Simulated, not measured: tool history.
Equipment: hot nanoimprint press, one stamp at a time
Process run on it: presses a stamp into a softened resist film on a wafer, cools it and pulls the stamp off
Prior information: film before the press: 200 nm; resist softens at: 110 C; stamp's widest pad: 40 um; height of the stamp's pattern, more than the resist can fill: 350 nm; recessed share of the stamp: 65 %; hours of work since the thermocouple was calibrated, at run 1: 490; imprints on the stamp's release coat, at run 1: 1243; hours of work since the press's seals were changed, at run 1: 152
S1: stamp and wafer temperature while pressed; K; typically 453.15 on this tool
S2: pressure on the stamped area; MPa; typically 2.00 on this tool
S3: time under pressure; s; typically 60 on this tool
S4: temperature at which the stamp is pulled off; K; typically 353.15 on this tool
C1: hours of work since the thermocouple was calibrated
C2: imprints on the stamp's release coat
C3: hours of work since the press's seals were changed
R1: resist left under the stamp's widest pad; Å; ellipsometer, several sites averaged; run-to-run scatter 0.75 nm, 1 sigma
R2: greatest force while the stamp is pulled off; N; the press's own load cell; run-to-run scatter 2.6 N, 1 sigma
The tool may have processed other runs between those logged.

run	hour	S1	S2	S3	S4	C1	C2	C3	R1	R2
1	0.0	453.15	2.00	60	353.15	490	1243	152	918	121
# hour 6.9: plate thermocouple calibrated
2	11.2	453.15	2.00	60	353.15	3	1264	157	934	118
3	15.8	453.15	2.00	62	353.15	6	1276	161	907	116
4	20.5	458.15	2.00	62	353.15	9	1288	164	713	119
5	29.4	453.15	2.00	82	353.15	16	1311	170	827	120
6	34.8	453.15	1.23	60	353.15	19	1325	174	1129	121
7	40.6	453.15	2.00	60	353.15	23	1340	178	916	115
8	47.1	453.15	2.00	60	353.15	28	1356	182	921	116
9	54.2	453.15	2.00	60	353.15	33	1375	187	914	117
10	59.9	453.15	2.00	60	353.15	37	1389	191	929	120
11	64.2	453.15	2.00	60	353.15	40	1400	194	928	116
12	70.3	453.15	2.00	60	353.15	44	1416	198	918	117
13	76.7	453.15	2.00	60	353.15	48	1432	203	924	115
14	85.0	453.15	2.00	60	353.15	54	1453	209	916	121
15	89.0	453.15	2.00	47	353.15	57	1464	211	1015	117
16	96.0	453.15	2.00	47	353.15	62	1482	216	1017	124
17	101.0	458.15	2.00	60	343.15	65	1494	220	724	149
18	107.4	453.15	2.00	30	353.15	70	1511	224	1169	117
19	116.5	445.15	3.11	108	353.15	76	1534	230	902	117
20	123.4	453.15	2.93	74	353.15	81	1552	235	712	121
21	129.3	453.15	1.86	60	353.15	85	1567	239	948	119
22	136.2	453.15	1.86	60	353.15	90	1585	244	951	115
23	144.7	457.15	2.48	44	359.15	95	1606	250	787	103
24	148.7	460.15	2.28	60	339.15	98	1617	253	624	162
25	156.3	463.15	2.00	60	342.15	103	1636	258	575	158
26	165.5	463.15	2.00	60	342.15	110	1660	264	582	154
27	169.7	453.15	2.00	40	353.15	113	1670	267	1058	121
28	179.0	453.15	3.18	40	353.15	119	1694	274	878	119
29	185.8	453.15	3.18	40	353.15	124	1712	278	887	121

Each row is a separate what-if for the run after 29, all from the same tool condition, not one after another. Results?
A	192.3	453.15	2.16	60	353.15	128	1728	283	?	?
B	192.3	461.15	1.96	60	342.15	128	1728	283	?	?
C	192.3	452.15	2.00	60	347.15	128	1728	283	?	?
D	192.3	444.15	3.18	40	360.15	128	1728	283	?	?
E	192.3	453.15	2.01	40	339.15	128	1728	283	?	?

run	R1	R2
A	905	119
B	656	152
C	970	138
D	1305	100
E	1066	165
Without the tool's hidden state the same runs would have given:
run	R1	R2
A	905	118
B	656	151
C	970	137
D	1305	99
E	1066	164

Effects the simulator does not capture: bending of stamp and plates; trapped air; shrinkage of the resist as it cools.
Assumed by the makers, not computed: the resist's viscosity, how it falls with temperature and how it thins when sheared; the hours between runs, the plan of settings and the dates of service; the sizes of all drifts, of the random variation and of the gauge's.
